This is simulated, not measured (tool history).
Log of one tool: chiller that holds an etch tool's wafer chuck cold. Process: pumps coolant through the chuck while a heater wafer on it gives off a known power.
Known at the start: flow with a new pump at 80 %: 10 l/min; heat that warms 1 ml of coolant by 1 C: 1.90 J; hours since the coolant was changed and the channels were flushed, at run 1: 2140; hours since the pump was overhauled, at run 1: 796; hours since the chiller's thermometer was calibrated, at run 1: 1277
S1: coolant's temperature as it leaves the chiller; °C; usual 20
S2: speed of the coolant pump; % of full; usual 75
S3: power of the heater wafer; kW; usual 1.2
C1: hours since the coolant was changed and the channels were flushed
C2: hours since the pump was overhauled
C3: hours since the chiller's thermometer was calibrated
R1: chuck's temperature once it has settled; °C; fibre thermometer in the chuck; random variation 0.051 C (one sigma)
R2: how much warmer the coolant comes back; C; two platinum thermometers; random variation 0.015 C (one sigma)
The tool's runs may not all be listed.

run    hour  S1  S2     S3    C1    C2    C3     R1    R2
  1       0  20  75    1.2  2140   796  1277  34.94   4.1
  2    95.9  20  75    1.2  2236   892  1373  35.09  4.13
  3   207.6  20  75    1.2  2348  1004  1484  35.17  4.14
  4   309.5  20  75    1.2  2449  1106  1586  35.13  4.13
  5   453.1  20  63    1.2  2593  1249  1730  36.95  4.92
  6   528.2  20  74    1.2  2668  1324  1805  35.36  4.21
  7   627.1  20  74    1.2  2767  1423  1904  35.36  4.25
  8   778.2  20  74    1.2  2918  1574  2055  35.53  4.22
      796.9  -- coolant changed, channels flushed
  9   922.1  20  74    1.2   125  1712  2193  34.57  4.21
 10    1042  20  75    1.2   245  1832  2313  34.37  4.18
 11  1182.1  20  75    1.2   385  1972  2453  34.46  4.22
 12  1309.1  20  75    1.2   512  2099  2580  34.51  4.22
 13  1382.4  21  75    1.2   586  2173  2653  35.54  4.26
 14    1475  20  92    1.2   678  2265  2746  32.81  3.46
 15  1612.7  20  92    1.2   816  2403  2883  32.79  3.47
 16  1697.3  20  92    1.2   900  2488  2968  32.96  3.47
 17  1817.1  10  83    1.2  1020  2607  3088  23.77  3.88
 18  1936.4  10  83    1.2  1139  2727  3207  23.86  3.88
 19  2068.4  20  61  0.609  1271  2859  3339  28.33  2.68
     2081.6  -- chiller's thermometer calibrated
 20    2144  20  61  0.609  1346  2933    62  28.19  2.67
 21  2249.7  20  61  0.609  1452  3039   168  28.29  2.69
 22  2387.2  20  61  0.609  1589  3176   306  28.27  2.69
 23  2521.8  19  75  0.928  1724  3311   440  30.29  3.34
 24  2589.7  20  86  1.126  1792  3379   508  32.82  3.58
 25  2664.8  20  86  1.126  1867  3454   583  32.71  3.58
 26  2734.2  20  86  1.126  1936  3523   653   32.7  3.54
 27  2871.6  14  75  0.816  2074  3661   790  23.87  2.99
 28  2938.4  27  75  1.484  2140  3728   857  45.76   5.4
 29    3007  21  60  1.484  2209  3796   925  42.75  6.78
     3053.3  -- chiller's thermometer calibrated, once more
 30  3107.2  21  93  1.484  2308  3895    54  38.26  4.37
 31  3255.5  21  93  1.484  2457  4044   202  38.35  4.37

Measured less the same run without the tool's hidden state. The same run-to-run variation is in both; the gauge's scatter may not be:
The hidden state here: heat passed by the chuck's channels, % of clean ones'; flow at a given pump speed, % of a new pump's; coolant's true temperature over the reading, C; drift of the gauge itself on chuck_c, C; drift of the gauge itself on warmer_back_c, C.
run     R1     R2
  1  +0.71  +0.08
  2  +0.75  +0.08
  3   +0.8  +0.09
  4  +0.84   +0.1
  5  +1.02  +0.13
  6  +0.94  +0.11
  7  +0.99  +0.13
  8  +1.06  +0.13
  9  +0.05  +0.15
 10  +0.09  +0.15
 11  +0.15  +0.16
 12  +0.19  +0.17
 13  +0.22  +0.18
 14  +0.17  +0.15
 15  +0.23  +0.17
 16  +0.25  +0.17
 17  +0.34   +0.2
 18  +0.39  +0.21
 19  +0.08  +0.15
 20  -0.05  +0.16
 21  -0.03  +0.16
 22  -0.01  +0.17
 23  +0.26  +0.21
 24   +0.4  +0.24
 25  +0.42  +0.24
 26  +0.45  +0.24
 27  +0.23  +0.21
 28  +1.08  +0.39
 29  +1.39   +0.5
 30  +1.73  +0.33
 31  +1.81  +0.34
